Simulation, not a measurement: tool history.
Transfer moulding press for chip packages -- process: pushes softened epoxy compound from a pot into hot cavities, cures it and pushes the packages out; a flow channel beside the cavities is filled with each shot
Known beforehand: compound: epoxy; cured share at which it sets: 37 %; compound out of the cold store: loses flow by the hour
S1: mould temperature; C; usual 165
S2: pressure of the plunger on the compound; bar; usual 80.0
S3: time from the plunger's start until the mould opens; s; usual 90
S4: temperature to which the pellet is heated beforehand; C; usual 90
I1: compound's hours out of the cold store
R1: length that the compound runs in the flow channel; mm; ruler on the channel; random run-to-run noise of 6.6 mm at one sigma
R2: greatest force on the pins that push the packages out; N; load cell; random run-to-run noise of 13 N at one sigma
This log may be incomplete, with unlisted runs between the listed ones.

Run 1, day 0.000: usual settings; I1 46.5. Result: R1 682 mm, R2 878 N.
Run 2, day 0.408: usual settings; I1 19.4. Result: R1 718 mm, R2 998 N.
At day 0.617: cavities cleaned with cleaning compound and waxed.
Run 3, day 1.021: usual settings; I1 42.2. Result: R1 693 mm, R2 684 N.
Run 4, day 1.971: usual settings; I1 47.5. Result: R1 667 mm, R2 858 N.
At day 2.675: cavities cleaned with cleaning compound and waxed.
Run 5, day 2.717: usual settings; I1 47.1. Result: R1 660 mm, R2 571 N.
Run 6, day 3.650: usual settings but S3 73 s; I1 8.4. Result: R1 728 mm, R2 1552 N.
Run 7, day 4.067: usual settings; I1 32.1. Result: R1 694 mm, R2 863 N.
Run 8, day 4.504: usual settings; I1 36.2. Result: R1 677 mm, R2 878 N.
At day 4.696: cavities cleaned with cleaning compound and waxed.
Run 9, day 5.438: usual settings but S3 110 s; I1 45.6. Result: R1 663 mm, R2 562 N.
Run 10, day 6.312: usual settings; I1 45.7. Result: R1 651 mm, R2 886 N.
At day 6.500: plunger's sealing rings changed.
At day 6.862: cavities cleaned with cleaning compound and waxed.
Run 11, day 6.883: usual settings; I1 11.5. Result: R1 755 mm, R2 621 N.
Run 12, day 7.562: usual settings; I1 9.4. Result: R1 767 mm, R2 798 N.
Run 13, day 8.125: usual settings but S3 126 s; I1 20.1. Result: R1 746 mm, R2 579 N.
Run 14, day 8.742: usual settings but S1 159 C; I1 19.8. Result: R1 758 mm, R2 1527 N.
At day 8.946: cavities cleaned with cleaning compound and waxed.
Run 15, day 9.525: usual settings but S1 171 C, S2 88.2 bar; I1 15.4. Result: R1 764 mm, R2 528 N.
Run 16, day 10.071: usual settings but S1 171 C, S2 88.2 bar; I1 12.3. Result: R1 780 mm, R2 603 N.
Run 17, day 10.671: usual settings but S1 171 C, S2 76.7 bar, S3 104 s; I1 47.4. Result: R1 671 mm, R2 574 N.
At day 11.021: cavities cleaned with cleaning compound and waxed.
Run 18, day 11.579: usual settings but S1 171 C; I1 36.1. Result: R1 688 mm, R2 525 N.
Run 19, day 12.183: usual settings but S2 73.5 bar; I1 38.2. Result: R1 672 mm, R2 800 N.
Run 20, day 12.762: usual settings but S1 163 C, S2 87.5 bar, S3 96 s; I1 47.1. Result: R1 708 mm, R2 857 N.
At day 13.062: cavities cleaned with cleaning compound and waxed.
Run 21, day 13.242: usual settings but S1 163 C, S2 87.5 bar, S3 96 s; I1 27.1. Result: R1 754 mm, R2 643 N.
Run 22, day 13.688: usual settings but S2 84.3 bar, S3 116 s, S4 98 C; I1 15.0. Result: R1 750 mm, R2 522 N.
Run 23, day 14.375: usual settings but S1 172 C, S2 71.0 bar, S3 75 s, S4 89 C; I1 16.2. Result: R1 670 mm, R2 804 N.
At day 15.138: cavities cleaned with cleaning compound and waxed.
Run 24, day 15.250: usual settings but S2 66.6 bar, S4 94 C; I1 17.3. Result: R1 651 mm, R2 577 N.
Run 25, day 16.075: usual settings but S1 158 C, S2 70.5 bar, S3 112 s, S4 82 C; I1 35.6. Result: R1 672 mm, R2 852 N.
Run 26, day 16.950: usual settings but S1 158 C, S2 70.5 bar, S3 112 s, S4 97 C; I1 47.3. Result: R1 643 mm, R2 888 N.
At day 17.179: cavities cleaned with cleaning compound and waxed.
Run 27, day 17.600: usual settings but S1 160 C, S3 92 s; I1 47.6. Result: R1 690 mm, R2 978 N.
Run 28, day 18.467: usual settings but S1 158 C, S2 63.6 bar, S3 71 s; I1 15.3. Result: R1 648 mm, R2 2346 N.

How would selected steps in R1 from run to run divide? Give the signed amount a tool lacking its hidden state would still show from settings, what came in and random variation, and the signed amount left for the hidden state, including any gauge scatter that is not in both of the compared results.
The hidden state here: true mould temperature over the reading, C; pressure that reaches the compound, % of what is set; grip of the stained cavities, % over clean ones'; drift of the gauge itself on flow_mm, %; drift of the gauge itself on push_out_n, %.
Run 5 -> 6: S3 90 -> 73. R1 +68 mm: hidden state -8, all else +76.
Run 10 -> 11: plunger's sealing rings changed, cavities cleaned with cleaning compound and waxed. R1 +104 mm: hidden state +47, all else +57.
Run 16 -> 17: S2 88.2 -> 76.7, S3 90 -> 104. R1 -109 mm: hidden state +1, all else -110.
